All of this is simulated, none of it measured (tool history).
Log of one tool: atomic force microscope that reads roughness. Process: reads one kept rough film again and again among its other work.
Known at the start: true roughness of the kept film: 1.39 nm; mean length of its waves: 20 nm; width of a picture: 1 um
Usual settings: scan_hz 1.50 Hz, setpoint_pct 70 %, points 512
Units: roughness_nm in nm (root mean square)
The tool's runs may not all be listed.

run	day	scan_hz	setpoint_pct	points	roughness_nm
1	0.000	1.50	70	512	0.940
2	0.304	1.50	70	512	0.944
3	0.721	1.50	70	512	0.934
# day 1.038: new tip fitted
4	1.138	1.76	70	512	1.151
5	1.629	1.76	70	512	1.133
6	2.146	1.76	70	512	1.129
7	2.508	1.76	70	512	1.121
8	3.038	1.76	70	512	1.110
9	3.512	0.54	70	512	1.137
10	3.967	0.54	70	512	1.115
11	4.233	0.54	70	512	1.110
12	4.642	0.54	70	512	1.090
13	5.171	1.50	70	512	1.063
14	5.583	2.72	70	512	1.012
15	6.100	1.50	70	512	1.035
16	6.425	1.50	83	924	1.002
17	6.842	1.50	83	924	0.988
18	7.146	0.73	56	735	1.057
19	7.554	2.90	74	512	0.958
20	7.854	0.53	64	350	1.030
21	8.179	2.18	88	512	0.905
22	8.633	2.45	63	401	0.970
23	9.008	2.45	73	422	0.934
24	9.312	3.26	86	372	0.823
25	9.679	2.74	71	837	0.938
26	9.979	1.74	83	837	0.920
27	10.429	1.74	83	481	0.911
28	10.758	1.74	83	481	0.908
29	11.262	1.74	83	481	0.893

Forecast each of these 4 alternatives for the next run:
A	11.546	1.74	83	490	?
B	11.546	1.41	83	481	?
C	11.546	3.01	89	792	?
D	11.546	1.50	67	512	?

run	roughness_nm
A	0.891
B	0.918
C	0.810
D	0.962
Without the tool's hidden state the same runs would have given:
run	roughness_nm
A	1.093
B	1.125
C	0.992
D	1.179
